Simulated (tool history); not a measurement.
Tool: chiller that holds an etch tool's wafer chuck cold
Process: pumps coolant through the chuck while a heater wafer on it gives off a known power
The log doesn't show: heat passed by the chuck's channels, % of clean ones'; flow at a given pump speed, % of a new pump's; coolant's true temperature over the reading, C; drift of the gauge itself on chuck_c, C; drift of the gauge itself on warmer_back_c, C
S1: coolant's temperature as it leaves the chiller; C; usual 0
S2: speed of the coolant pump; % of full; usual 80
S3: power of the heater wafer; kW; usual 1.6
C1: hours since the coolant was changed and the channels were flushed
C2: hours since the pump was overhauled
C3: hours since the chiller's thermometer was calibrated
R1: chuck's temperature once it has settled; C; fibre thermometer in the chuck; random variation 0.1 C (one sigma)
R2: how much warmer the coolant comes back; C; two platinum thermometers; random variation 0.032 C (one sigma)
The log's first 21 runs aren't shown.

run    hour  S1  S2     S3    C1   C2    C3    R1    R2
 22     723   8  92  1.526  2332  274  3356  19.7  2.95
 23   769.8  -5  83  1.109  2378  321  3402   4.3  2.42
 24   807.2  -5  83  1.109  2416  358  3440   4.1  2.45
 25   832.4   0  80    1.6  2441  383  3465  13.2  3.61
 26   879.3   2  80    1.6  2488  430  3512  15.2  3.61
 27   909.4   2  80    1.6  2518  460  3542  15.3  3.57
 28   954.8  -1  85  1.829  2563  506  3587  13.7  3.84
 29   975.9  -1  91   1.58  2585  527  3609  11.1  3.11
 30  1006.1  -6  80    1.6  2615  557  3639   7.5  3.64
 31  1044.3   0  74  2.266  2653  595  3677  19.8  5.56

Forecast each of these 3 alternatives for the next run:
  A  1072.8   8  80  1.381  2681  624  3705   ?   ?
  B  1072.8   3  74  1.918  2681  624  3705   ?   ?
  C  1072.8   0  74  0.899  2681  624  3705   ?   ?

run    R1    R2
  A  19.9  3.18
  B  19.8  4.73
  C   8.2  2.24
Without the tool's hidden state the same runs would have given:
run    R1    R2
  A  18.3  3.17
  B  17.7   4.7
  C     7  2.22

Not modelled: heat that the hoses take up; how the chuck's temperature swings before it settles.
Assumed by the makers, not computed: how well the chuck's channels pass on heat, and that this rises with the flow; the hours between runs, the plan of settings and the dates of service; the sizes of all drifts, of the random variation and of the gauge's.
